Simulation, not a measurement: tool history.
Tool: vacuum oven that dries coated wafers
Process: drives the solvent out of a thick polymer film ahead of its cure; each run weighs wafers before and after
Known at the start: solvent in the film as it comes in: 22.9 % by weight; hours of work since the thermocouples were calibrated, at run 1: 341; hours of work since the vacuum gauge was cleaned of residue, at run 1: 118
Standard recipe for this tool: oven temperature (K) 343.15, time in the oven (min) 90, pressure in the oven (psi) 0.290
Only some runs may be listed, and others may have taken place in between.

run,hour,oven temperature (K),time in the oven (min),pressure in the oven (psi),hours of work since the thermocouples were calibrated,hours of work since the vacuum gauge was cleaned of residue,solvent left in the film (%)
1,0.0,343.15,90,0.290,341,118,4.74
2,34.0,343.15,90,0.290,355,132,4.89
3,67.6,343.15,56,0.290,369,145,7.31
4,104.8,341.15,90,0.290,384,160,5.81
5,144.9,339.15,90,0.290,400,176,6.87
6,173.9,339.15,90,0.290,411,188,6.71
7,214.8,339.15,90,0.290,428,204,6.68
8,251.5,337.15,90,0.290,443,219,7.87
9,268.4,337.15,90,0.290,450,226,7.80
10,288.5,337.15,90,0.290,458,234,7.82
11,316.8,337.15,90,0.290,469,246,7.63
12,337.6,337.15,90,0.290,478,254,7.84
13,374.8,348.15,90,0.390,493,269,3.96
14,397.3,346.15,65,0.428,502,278,6.19
15,431.0,346.15,65,0.428,515,292,5.93
16,448.4,346.15,65,0.428,522,299,6.17
17,478.9,344.15,63,0.428,534,311,7.15
18,512.4,343.15,123,0.286,548,324,3.67
19,553.9,343.15,123,0.286,565,341,3.78
20,574.6,358.15,90,0.318,573,350,1.82
21,613.8,358.15,90,0.318,589,365,1.80
22,630.7,358.15,90,0.611,596,372,3.45

What if the next run were any one of these 4? Each begins from the tool's condition after run 22:
A,671.7,336.15,85,0.792,612,389,?
B,671.7,358.15,90,0.714,612,389,?
C,671.7,346.15,60,0.772,612,389,?
D,671.7,333.15,80,0.637,612,389,?

run,solvent left in the film (%)
A,13.86
B,3.93
C,9.09
D,14.51
Without the tool's unlogged condition, the same runs would have read:
run,solvent left in the film (%)
A,13.94
B,3.95
C,9.16
D,14.59
